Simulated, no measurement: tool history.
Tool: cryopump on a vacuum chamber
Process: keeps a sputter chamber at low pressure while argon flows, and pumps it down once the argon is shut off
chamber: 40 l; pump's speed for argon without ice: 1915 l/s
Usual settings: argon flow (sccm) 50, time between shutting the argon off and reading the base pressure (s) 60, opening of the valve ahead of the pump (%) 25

| run | hour | argon flow (sccm) | time between shutting the argon off and reading the base pressure (s) | opening of the valve ahead of the pump (%) | pressure while argon flows (Pa) | pressure after the wait (uPa) |
|---|---|---|---|---|---|---|
| 1 | 0.0 | 50 | 60 | 25 | 0.1804 | 2.37 |
| 2 | 48.8 | 50 | 60 | 51 | 0.0899 | 2.34 |
| 3 | 102.7 | 64 | 60 | 51 | 0.1162 | 2.44 |
| 4 | 158.8 | 50 | 60 | 25 | 0.1818 | 2.43 |
| 5 | 209.9 | 50 | 60 | 25 | 0.1798 | 2.51 |
| 6 | 239.5 | 50 | 60 | 25 | 0.1818 | 2.47 |
| 7 | 288.0 | 50 | 60 | 25 | 0.1811 | 2.49 |
| 8 | 311.3 | 50 | 60 | 25 | 0.1816 | 2.52 |
| 9 | 342.1 | 50 | 60 | 25 | 0.1819 | 2.61 |
|  | 355.1 | leaking fittings of the chamber tightened, without venting |
| 10 | 400.0 | 50 | 60 | 25 | 0.1822 | 1.48 |
| 11 | 434.7 | 50 | 60 | 25 | 0.1823 | 1.49 |
| 12 | 486.4 | 50 | 60 | 25 | 0.1833 | 1.44 |
| 13 | 524.7 | 50 | 60 | 25 | 0.1817 | 1.50 |
| 14 | 556.8 | 50 | 60 | 25 | 0.1820 | 1.57 |
| 15 | 601.2 | 50 | 44 | 25 | 0.1809 | 2.06 |
| 16 | 626.9 | 79 | 60 | 25 | 0.2904 | 1.53 |
| 17 | 659.3 | 79 | 60 | 25 | 0.2890 | 1.61 |
|  | 670.7 | pump warmed up, emptied and cooled again |
| 18 | 704.8 | 50 | 60 | 35 | 0.1273 | 1.55 |
| 19 | 734.3 | 34 | 24 | 48 | 0.0635 | 3.44 |
| 20 | 771.7 | 27 | 24 | 48 | 0.0499 | 3.48 |
| 21 | 826.3 | 30 | 72 | 48 | 0.0564 | 1.41 |
| 22 | 876.9 | 30 | 72 | 48 | 0.0557 | 1.41 |
| 23 | 913.0 | 30 | 72 | 48 | 0.0574 | 1.43 |
| 24 | 953.5 | 20 | 154 | 38 | 0.0466 | 0.88 |
| 25 | 977.9 | 62 | 130 | 38 | 0.1472 | 0.98 |
| 26 | 1032.2 | 34 | 168 | 48 | 0.0640 | 0.86 |
| 27 | 1068.1 | 34 | 168 | 48 | 0.0639 | 0.88 |
| 28 | 1110.7 | 50 | 32 | 25 | 0.1788 | 2.86 |

The next listed run, before its measurement:
| 29 | 1154.9 | 35 | 60 | 25 | ? | ? |

Run 29 gave pressure while argon flows (Pa) 0.1267, pressure after the wait (uPa) 1.71.
Without the tool's hidden state the same run would have given pressure while argon flows (Pa) 0.1244, pressure after the wait (uPa) 1.38.
